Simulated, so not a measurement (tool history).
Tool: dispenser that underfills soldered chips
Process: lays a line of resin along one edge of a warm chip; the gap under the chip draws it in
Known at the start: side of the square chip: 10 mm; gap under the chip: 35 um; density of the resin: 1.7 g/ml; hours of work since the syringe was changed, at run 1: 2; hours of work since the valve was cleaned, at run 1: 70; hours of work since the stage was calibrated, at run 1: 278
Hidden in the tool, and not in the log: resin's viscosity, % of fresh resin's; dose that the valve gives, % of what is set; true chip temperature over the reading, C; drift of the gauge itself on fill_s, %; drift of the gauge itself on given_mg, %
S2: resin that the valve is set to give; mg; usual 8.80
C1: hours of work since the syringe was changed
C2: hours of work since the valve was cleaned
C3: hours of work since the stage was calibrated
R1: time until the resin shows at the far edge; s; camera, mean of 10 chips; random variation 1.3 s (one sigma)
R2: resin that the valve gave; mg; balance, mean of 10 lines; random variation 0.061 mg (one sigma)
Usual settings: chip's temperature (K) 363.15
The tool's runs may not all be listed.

{"run": 1, "day": 0.0, "chip's temperature (K)": 363.15, "S2": 8.8, "C1": 2, "C2": 70, "C3": 278, "R1": 142.0, "R2": 8.43}
{"day": 0.233, "done": "new syringe of resin"}
{"run": 2, "day": 0.408, "chip's temperature (K)": 352.15, "S2": 8.8, "C1": 3, "C2": 77, "C3": 285, "R1": 228.5, "R2": 8.46}
{"day": 0.596, "done": "new syringe of resin"}
{"run": 3, "day": 0.804, "chip's temperature (K)": 363.15, "S2": 7.58, "C1": 4, "C2": 84, "C3": 292, "R1": 156.2, "R2": 7.29}
{"day": 0.946, "done": "new syringe of resin"}
{"run": 4, "day": 1.162, "chip's temperature (K)": 363.15, "S2": 7.58, "C1": 4, "C2": 90, "C3": 298, "R1": 157.2, "R2": 7.09}
{"day": 1.288, "done": "new syringe of resin"}
{"run": 5, "day": 1.533, "chip's temperature (K)": 363.15, "S2": 10.59, "C1": 4, "C2": 97, "C3": 305, "R1": 151.1, "R2": 9.96}
{"day": 1.65, "done": "new syringe of resin"}
{"run": 6, "day": 1.8, "chip's temperature (K)": 363.15, "S2": 10.59, "C1": 3, "C2": 101, "C3": 309, "R1": 140.5, "R2": 9.94}
{"day": 1.992, "done": "new syringe of resin"}
{"run": 7, "day": 2.138, "chip's temperature (K)": 363.15, "S2": 8.58, "C1": 3, "C2": 107, "C3": 315, "R1": 140.0, "R2": 8.2}
{"day": 2.367, "done": "new syringe of resin"}
{"run": 8, "day": 2.379, "chip's temperature (K)": 356.15, "S2": 8.8, "C1": 0, "C2": 111, "C3": 319, "R1": 177.0, "R2": 8.22}
{"day": 2.708, "done": "new syringe of resin"}
{"run": 9, "day": 2.775, "chip's temperature (K)": 356.15, "S2": 8.8, "C1": 1, "C2": 118, "C3": 326, "R1": 180.1, "R2": 8.21}
{"day": 3.067, "done": "new syringe of resin"}
{"run": 10, "day": 3.133, "chip's temperature (K)": 359.15, "S2": 8.8, "C1": 1, "C2": 124, "C3": 333, "R1": 155.8, "R2": 8.09}
{"run": 11, "day": 3.354, "chip's temperature (K)": 363.15, "S2": 10.16, "C1": 5, "C2": 128, "C3": 337, "R1": 152.8, "R2": 9.37}
{"day": 3.433, "done": "new syringe of resin"}
{"run": 12, "day": 3.692, "chip's temperature (K)": 378.15, "S2": 10.16, "C1": 5, "C2": 134, "C3": 342, "R1": 82.4, "R2": 9.26}
{"day": 3.783, "done": "new syringe of resin"}
{"run": 13, "day": 3.971, "chip's temperature (K)": 358.15, "S2": 8.8, "C1": 3, "C2": 139, "C3": 347, "R1": 184.9, "R2": 8.07}
{"day": 4.154, "done": "new syringe of resin"}
{"run": 14, "day": 4.3, "chip's temperature (K)": 358.15, "S2": 8.8, "C1": 3, "C2": 145, "C3": 353, "R1": 173.1, "R2": 8.09}
{"day": 4.362, "done": "dispensing valve cleaned and set on the balance"}
{"day": 4.554, "done": "new syringe of resin"}
{"run": 15, "day": 4.762, "chip's temperature (K)": 356.15, "S2": 8.8, "C1": 4, "C2": 7, "C3": 360, "R1": 196.7, "R2": 8.73}
{"day": 4.908, "done": "new syringe of resin"}
{"run": 16, "day": 4.954, "chip's temperature (K)": 363.15, "S2": 11.02, "C1": 1, "C2": 10, "C3": 363, "R1": 127.7, "R2": 10.85}
{"run": 17, "day": 5.233, "chip's temperature (K)": 363.15, "S2": 11.02, "C1": 6, "C2": 15, "C3": 368, "R1": 155.2, "R2": 10.97}
{"day": 5.271, "done": "new syringe of resin"}
{"run": 18, "day": 5.542, "chip's temperature (K)": 363.15, "S2": 11.02, "C1": 5, "C2": 21, "C3": 374, "R1": 147.4, "R2": 10.84}
{"day": 5.621, "done": "new syringe of resin"}
{"run": 19, "day": 5.838, "chip's temperature (K)": 374.15, "S2": 10.6, "C1": 4, "C2": 26, "C3": 379, "R1": 91.8, "R2": 10.54}
{"day": 5.979, "done": "new syringe of resin"}
{"run": 20, "day": 6.054, "chip's temperature (K)": 366.15, "S2": 8.8, "C1": 1, "C2": 29, "C3": 383, "R1": 117.0, "R2": 8.6}
{"day": 6.342, "done": "new syringe of resin"}
{"run": 21, "day": 6.492, "chip's temperature (K)": 366.15, "S2": 8.8, "C1": 3, "C2": 37, "C3": 390, "R1": 124.3, "R2": 8.61}
{"day": 6.708, "done": "new syringe of resin"}
{"run": 22, "day": 6.762, "chip's temperature (K)": 366.15, "S2": 8.8, "C1": 1, "C2": 42, "C3": 395, "R1": 114.6, "R2": 8.55}
{"day": 7.071, "done": "new syringe of resin"}
{"run": 23, "day": 7.071, "chip's temperature (K)": 356.15, "S2": 7.57, "C1": 0, "C2": 47, "C3": 400, "R1": 180.4, "R2": 7.31}
{"run": 24, "day": 7.283, "chip's temperature (K)": 352.15, "S2": 11.23, "C1": 4, "C2": 51, "C3": 404, "R1": 230.5, "R2": 11.0}
{"day": 7.438, "done": "new syringe of resin"}
{"run": 25, "day": 7.712, "chip's temperature (K)": 368.15, "S2": 8.48, "C1": 5, "C2": 58, "C3": 412, "R1": 125.7, "R2": 8.11}
{"day": 7.788, "done": "new syringe of resin"}
{"run": 26, "day": 7.971, "chip's temperature (K)": 368.15, "S2": 8.48, "C1": 3, "C2": 63, "C3": 416, "R1": 119.8, "R2": 8.18}
{"day": 8.146, "done": "new syringe of resin"}
{"run": 27, "day": 8.383, "chip's temperature (K)": 352.15, "S2": 8.92, "C1": 4, "C2": 70, "C3": 423, "R1": 236.9, "R2": 8.64}
{"day": 8.488, "done": "new syringe of resin"}
{"run": 28, "day": 8.717, "chip's temperature (K)": 352.15, "S2": 8.92, "C1": 4, "C2": 76, "C3": 429, "R1": 240.3, "R2": 8.5}
{"day": 8.842, "done": "new syringe of resin"}
{"run": 29, "day": 9.125, "chip's temperature (K)": 352.15, "S2": 8.92, "C1": 5, "C2": 83, "C3": 436, "R1": 255.2, "R2": 8.46}
{"day": 9.2, "done": "new syringe of resin"}
{"day": 9.55, "done": "new syringe of resin"}
{"run": 30, "day": 9.558, "chip's temperature (K)": 352.15, "S2": 8.92, "C1": 0, "C2": 90, "C3": 443, "R1": 206.6, "R2": 8.39}
{"run": 31, "day": 9.867, "chip's temperature (K)": 352.15, "S2": 8.92, "C1": 6, "C2": 96, "C3": 449, "R1": 254.1, "R2": 8.44}
{"day": 9.904, "done": "new syringe of resin"}
{"day": 10.254, "done": "new syringe of resin"}
{"run": 32, "day": 10.254, "chip's temperature (K)": 355.15, "S2": 10.83, "C1": 0, "C2": 102, "C3": 456, "R1": 177.3, "R2": 10.08}
{"run": 33, "day": 10.538, "chip's temperature (K)": 372.15, "S2": 10.83, "C1": 5, "C2": 107, "C3": 461, "R1": 105.3, "R2": 10.08}
{"day": 10.621, "done": "new syringe of resin"}
{"run": 34, "day": 10.846, "chip's temperature (K)": 363.15, "S2": 10.67, "C1": 4, "C2": 113, "C3": 466, "R1": 143.3, "R2": 9.93}
{"day": 10.962, "done": "new syringe of resin"}
{"run": 35, "day": 11.071, "chip's temperature (K)": 374.15, "S2": 8.46, "C1": 2, "C2": 117, "C3": 470, "R1": 87.6, "R2": 7.85}

Some steps in R1 between neighbouring runs. How much of each would the tool show without its hidden state too (settings, what came in, random variation), and how much is left for the hidden state, with any gauge scatter that isn't in both results?
Run 12 -> 13: chip's temperature (K) 378.15 -> 358.15, S2 10.16 -> 8.80, new syringe of resin. R1 +102.5 s: hidden state +10.7, all else +91.8.
Run 24 -> 25: chip's temperature (K) 352.15 -> 368.15, S2 11.23 -> 8.48, new syringe of resin. R1 -104.8 s: hidden state -5.3, all else -99.5.
Run 26 -> 27: chip's temperature (K) 368.15 -> 352.15, S2 8.48 -> 8.92, new syringe of resin. R1 +117.1 s: hidden state +15.1, all else +102.0.
Run 29 -> 30: new syringe of resin, new syringe of resin. R1 -48.6 s: hidden state -40.8, all else -7.8.
Run 30 -> 31: no setting changed, nothing entered. R1 +47.5 s: hidden state +49.0, all else -1.5.
Run 31 -> 32: chip's temperature (K) 352.15 -> 355.15, S2 8.92 -> 10.83, new syringe of resin, new syringe of resin. R1 -76.8 s: hidden state -50.9, all else -25.9.

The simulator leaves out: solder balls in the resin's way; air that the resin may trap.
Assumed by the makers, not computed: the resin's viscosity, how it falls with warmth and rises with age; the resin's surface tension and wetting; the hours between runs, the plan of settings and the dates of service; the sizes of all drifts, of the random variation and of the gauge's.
